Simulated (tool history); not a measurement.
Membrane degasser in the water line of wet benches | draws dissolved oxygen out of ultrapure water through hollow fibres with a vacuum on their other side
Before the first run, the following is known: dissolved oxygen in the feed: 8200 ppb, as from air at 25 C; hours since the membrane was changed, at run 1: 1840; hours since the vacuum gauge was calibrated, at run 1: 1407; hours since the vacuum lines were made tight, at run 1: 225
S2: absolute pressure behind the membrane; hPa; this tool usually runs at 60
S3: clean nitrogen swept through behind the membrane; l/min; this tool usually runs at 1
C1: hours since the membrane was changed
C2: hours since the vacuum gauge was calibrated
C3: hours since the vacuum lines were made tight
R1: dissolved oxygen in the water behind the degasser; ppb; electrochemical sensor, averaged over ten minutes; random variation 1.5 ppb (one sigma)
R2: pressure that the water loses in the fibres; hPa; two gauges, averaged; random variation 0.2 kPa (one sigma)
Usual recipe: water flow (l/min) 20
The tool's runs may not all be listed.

{"run": 1, "hour": 0.0, "water flow (l/min)": 20, "S2": 60, "S3": 1, "C1": 1840, "C2": 1407, "C3": 225, "R1": 151.4, "R2": 452.5}
{"run": 2, "hour": 59.6, "water flow (l/min)": 20, "S2": 60, "S3": 1, "C1": 1899, "C2": 1467, "C3": 284, "R1": 150, "R2": 453.5}
{"run": 3, "hour": 84.6, "water flow (l/min)": 20, "S2": 107.3, "S3": 1, "C1": 1924, "C2": 1492, "C3": 309, "R1": 347.9, "R2": 456}
{"run": 4, "hour": 145.7, "water flow (l/min)": 20, "S2": 107.3, "S3": 1, "C1": 1986, "C2": 1553, "C3": 370, "R1": 342.9, "R2": 449.6}
{"run": 5, "hour": 172.0, "water flow (l/min)": 20, "S2": 107.3, "S3": 1, "C1": 2012, "C2": 1579, "C3": 397, "R1": 350, "R2": 451.4}
{"run": 6, "hour": 222.3, "water flow (l/min)": 20, "S2": 36.1, "S3": 1, "C1": 2062, "C2": 1629, "C3": 447, "R1": 46.9, "R2": 450}
{"run": 7, "hour": 247.4, "water flow (l/min)": 20, "S2": 148.4, "S3": 1, "C1": 2087, "C2": 1655, "C3": 472, "R1": 512.9, "R2": 450.3}
{"run": 8, "hour": 297.0, "water flow (l/min)": 20, "S2": 148.4, "S3": 1, "C1": 2137, "C2": 1704, "C3": 522, "R1": 516.4, "R2": 451.4}
{"run": 9, "hour": 351.8, "water flow (l/min)": 20, "S2": 148.4, "S3": 1, "C1": 2192, "C2": 1759, "C3": 577, "R1": 526.1, "R2": 451}
{"run": 10, "hour": 398.1, "water flow (l/min)": 20, "S2": 148.4, "S3": 1, "C1": 2238, "C2": 1805, "C3": 623, "R1": 518.2, "R2": 451}
{"run": 11, "hour": 455.0, "water flow (l/min)": 20, "S2": 148.4, "S3": 1.08, "C1": 2295, "C2": 1862, "C3": 680, "R1": 479.9, "R2": 452.8}
{"run": 12, "hour": 495.0, "water flow (l/min)": 20, "S2": 60, "S3": 0.49, "C1": 2335, "C2": 1902, "C3": 720, "R1": 252.6, "R2": 455.6}
{"run": 13, "hour": 551.0, "water flow (l/min)": 20, "S2": 60, "S3": 0.49, "C1": 2391, "C2": 1958, "C3": 776, "R1": 258.8, "R2": 453.8}
{"run": 14, "hour": 611.6, "water flow (l/min)": 20, "S2": 60, "S3": 1, "C1": 2451, "C2": 2019, "C3": 836, "R1": 151.8, "R2": 453.5}
{"run": 15, "hour": 659.5, "water flow (l/min)": 20, "S2": 60, "S3": 1, "C1": 2499, "C2": 2067, "C3": 884, "R1": 153.7, "R2": 450.9}
{"run": 16, "hour": 690.8, "water flow (l/min)": 20, "S2": 60, "S3": 1, "C1": 2531, "C2": 2098, "C3": 915, "R1": 156.4, "R2": 456.2}
{"run": 17, "hour": 719.6, "water flow (l/min)": 20, "S2": 60, "S3": 1, "C1": 2559, "C2": 2127, "C3": 944, "R1": 154.2, "R2": 450.7}
{"run": 18, "hour": 767.9, "water flow (l/min)": 20, "S2": 60, "S3": 1, "C1": 2608, "C2": 2175, "C3": 993, "R1": 151.6, "R2": 450.5}
{"run": 19, "hour": 825.6, "water flow (l/min)": 20, "S2": 60, "S3": 1, "C1": 2665, "C2": 2233, "C3": 1050, "R1": 154.1, "R2": 452.8}
{"run": 20, "hour": 854.0, "water flow (l/min)": 20, "S2": 60, "S3": 1, "C1": 2694, "C2": 2261, "C3": 1079, "R1": 154.1, "R2": 455}
{"run": 21, "hour": 879.5, "water flow (l/min)": 20, "S2": 60, "S3": 1, "C1": 2719, "C2": 2287, "C3": 1104, "R1": 153.8, "R2": 451.1}

What will run 22 give?
{"run": 22, "hour": 908.5, "water flow (l/min)": 20, "S2": 60, "S3": 1, "C1": 2748, "C2": 2316, "C3": 1133, "R1": "?", "R2": "?"}

Logged for run 22: R1 153 ppb, R2 452.9 hPa.
If the tool had no hidden condition, the same run with the same run-to-run variation would have returned R1 141.7 ppb, R2 441.3 hPa.
